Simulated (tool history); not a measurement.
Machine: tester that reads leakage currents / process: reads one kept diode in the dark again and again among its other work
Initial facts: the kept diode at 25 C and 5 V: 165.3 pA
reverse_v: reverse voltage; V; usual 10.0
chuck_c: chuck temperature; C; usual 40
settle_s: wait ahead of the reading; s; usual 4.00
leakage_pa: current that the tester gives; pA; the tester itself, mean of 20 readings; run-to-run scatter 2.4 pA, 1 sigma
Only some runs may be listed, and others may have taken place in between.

| run | day | reverse_v | chuck_c | settle_s | leakage_pa |
|---|---|---|---|---|---|
| 1 | 0.000 | 10.0 | 40 | 4.00 | 793.03 |
| 2 | 5.588 | 10.0 | 40 | 4.00 | 800.34 |
| 3 | 9.788 | 10.0 | 40 | 4.00 | 807.55 |
|  | 11.588 | tester calibrated |
| 4 | 14.012 | 10.0 | 40 | 4.00 | 818.84 |
| 5 | 21.779 | 9.2 | 40 | 4.00 | 802.64 |
| 6 | 28.321 | 9.2 | 40 | 4.00 | 804.80 |
| 7 | 33.025 | 9.2 | 40 | 4.00 | 811.52 |
| 8 | 36.654 | 14.9 | 27 | 5.03 | 371.78 |
| 9 | 40.454 | 1.3 | 30 | 8.33 | 147.60 |
| 10 | 45.912 | 2.9 | 30 | 0.57 | 218.78 |
| 11 | 53.404 | 12.7 | 39 | 1.75 | 901.84 |
| 12 | 60.475 | 10.0 | 40 | 2.62 | 876.31 |
| 13 | 65.804 | 10.0 | 40 | 2.62 | 884.49 |

Consider 3 possible next runs. They are alternatives, not a sequence: every one starts from the tool as it was left by run 13. What does each give?
| A | 72.471 | 16.9 | 21 | 2.62 | ? |
| B | 72.471 | 4.9 | 20 | 4.59 | ? |
| C | 72.471 | 10.0 | 40 | 2.14 | ? |

| run | leakage_pa |
|---|---|
| A | 262.50 |
| B | 128.05 |
| C | 888.78 |
Take away the tool's hidden state, keep each run's random variation, and the runs would have read:
| run | leakage_pa |
|---|---|
| A | 205.88 |
| B | 105.85 |
| C | 786.57 |
